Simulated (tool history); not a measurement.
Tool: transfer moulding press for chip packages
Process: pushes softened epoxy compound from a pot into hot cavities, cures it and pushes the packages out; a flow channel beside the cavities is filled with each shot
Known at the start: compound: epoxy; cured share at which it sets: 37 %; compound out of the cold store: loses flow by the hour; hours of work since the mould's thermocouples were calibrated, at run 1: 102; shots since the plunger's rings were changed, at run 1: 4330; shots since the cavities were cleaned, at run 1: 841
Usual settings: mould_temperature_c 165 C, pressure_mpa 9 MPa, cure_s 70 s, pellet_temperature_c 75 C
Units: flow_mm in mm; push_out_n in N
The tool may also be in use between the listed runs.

run	hour	mould_temperature_c	pressure_mpa	cure_s	pellet_temperature_c	hours of work since the mould's thermocouples were calibrated	shots since the plunger's rings were changed	shots since the cavities were cleaned	incoming compound's hours out of the cold store	flow_mm	push_out_n
1	0	165	9	70	75	102	4330	841	12.6	523	803
2	5.4	165	9	70	75	105	4394	905	33	488	778
# hour 11.3: cavities cleaned with cleaning compound and waxed
3	14.5	165	9	70	75	109	4485	38	27.7	499	887
4	20.9	165	9	70	75	112	4563	116	14.1	525	941
5	30.3	165	9.08	70	75	117	4674	227	22	521	941
6	35.3	165	9.08	70	75	120	4734	287	20	518	915
7	41.9	165	9.08	70	75	123	4813	366	12.3	529	926
# hour 44.1: cavities cleaned with cleaning compound and waxed, once more
8	48.5	165	9.08	70	75	126	4875	53	44.9	479	529
9	56.4	165	9	61	75	130	4970	148	27.5	490	810
# hour 65.1: plunger's sealing rings changed
10	65.7	165	9	70	75	133	7	229	40.8	512	628
11	70.5	165	9	70	75	136	64	286	46.5	492	606
12	79.8	165	9	70	75	140	175	397	18.2	541	701
13	86.6	165	9	57	75	144	257	479	43.9	494	1084
14	92	165	9	70	75	147	321	543	45.9	491	711
15	99.5	165	9	61	75	151	412	634	13.1	554	1027
16	106.8	165	9	61	75	154	499	721	24.7	530	1024
17	114.5	165	7.04	74	65	158	591	813	37.7	442	729
18	120.3	166	8.51	60	65	161	660	882	12.9	543	1084
19	125.1	166	8.51	60	83	164	718	940	37.9	490	959
# hour 127.8: cavities cleaned with cleaning compound and waxed
20	132.7	159	10.38	50	77	167	791	58	20.8	584	1841
21	141.5	159	10.38	50	77	171	896	163	20.6	586	1942
22	145.9	166	9	104	75	174	948	215	42.7	495	499
23	154.3	166	9	104	75	178	1050	317	11.2	552	546
24	163	159	8.79	63	85	182	1153	420	35.1	504	1180
25	167.7	159	8.79	63	85	185	1210	477	38.8	501	1229
26	172.1	159	8.67	63	85	187	1263	530	17.2	543	1337
27	177.9	170	8.67	92	85	190	1333	600	43.9	474	584
28	185.9	165	7.44	108	69	194	1428	695	44.3	439	611
29	190.2	167	9	70	75	196	1479	746	30.2	513	703

3 ways to go on from here, each from the tool as it stands after run 29. What would each give?
A	198.9	165	9	103	75	201	1584	851	8.2	?	?
B	198.9	165	9	70	69	201	1584	851	14.4	?	?
C	198.9	158	6.8	70	75	201	1584	851	39.6	?	?

run	flow_mm	push_out_n
A	551	632
B	548	845
C	445	1134
Without the tool's hidden state the same runs would have given:
run	flow_mm	push_out_n
A	561	430
B	559	563
C	454	745
